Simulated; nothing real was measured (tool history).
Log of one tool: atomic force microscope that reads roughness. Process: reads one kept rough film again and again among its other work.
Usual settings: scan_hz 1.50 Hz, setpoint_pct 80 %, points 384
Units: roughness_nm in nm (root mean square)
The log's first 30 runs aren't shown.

run    hour  scan_hz  setpoint_pct  points  pictures with this tip  hours of work since the height scale was calibrated  roughness_nm
      662.1  -- height scale calibrated on a step standard
 31   678.6     1.32            72     279                      52                                                   12         3.025
      688.7  -- new tip fitted
 32   705.4     1.32            56     279                      29                                                   30         3.402
 33   725.8     1.32            56     279                      64                                                   44         2.939
      729.2  -- new tip fitted
 34   749.3     1.82            65     384                      34                                                   61         3.318
      769.0  -- new tip fitted
 35   775.1     1.76            71     826                      10                                                   79         3.711
 36   789.2     2.92            73     522                      34                                                   89         3.177
      799.9  -- height scale calibrated on a step standard, once more
      811.0  -- new tip fitted
 37   815.1     1.50            62     743                       7                                                   10         3.772
 38   842.0     1.50            62     743                      53                                                   29         3.053
      851.8  -- new tip fitted
 39   863.1     1.96            55     384                      19                                                   44         3.576
      891.0  -- new tip fitted
 40   894.6     1.96            55     384                       6                                                   66         3.723
 41   911.2     0.80            72     566                      34                                                   77         3.321
      930.3  -- new tip fitted
 42   930.3     1.50            61     578                       0                                                   90         3.920
 43   960.1     1.50            61     259                      51                                                  111         3.058
      969.2  -- new tip fitted
 44   980.6     1.50            61     572                      19                                                  126         3.459
 45   994.4     2.16            61     626                      43                                                  135         3.135
     1009.8  -- new tip fitted
 46  1021.8     0.55            58     384                      21                                                  154         3.519
     1049.8  -- new tip fitted
 47  1052.5     1.50            89     588                       4                                                  176         3.612
 48  1074.7     1.30            64     588                      42                                                  191         3.196
     1089.7  -- new tip fitted
 49  1101.2     0.58            65     413                      20                                                  210         3.502
 50  1118.6     0.58            65     413                      49                                                  222         3.107
     1129.0  -- new tip fitted
 51  1142.9     0.58            80     699                      24                                                  239         3.422

Forecast each of these 3 alternatives for the next run:
  A  1163.3     1.18            86     606                      59                                                  253             ?
  B  1163.3     1.50            75     408                      59                                                  253             ?
  C  1163.3     0.58            80     852                      59                                                  253             ?

run  roughness_nm
  A         2.862
  B         2.886
  C         2.960
Without the tool's hidden state the same runs would have given:
run  roughness_nm
  A         3.766
  B         3.799
  C         3.892
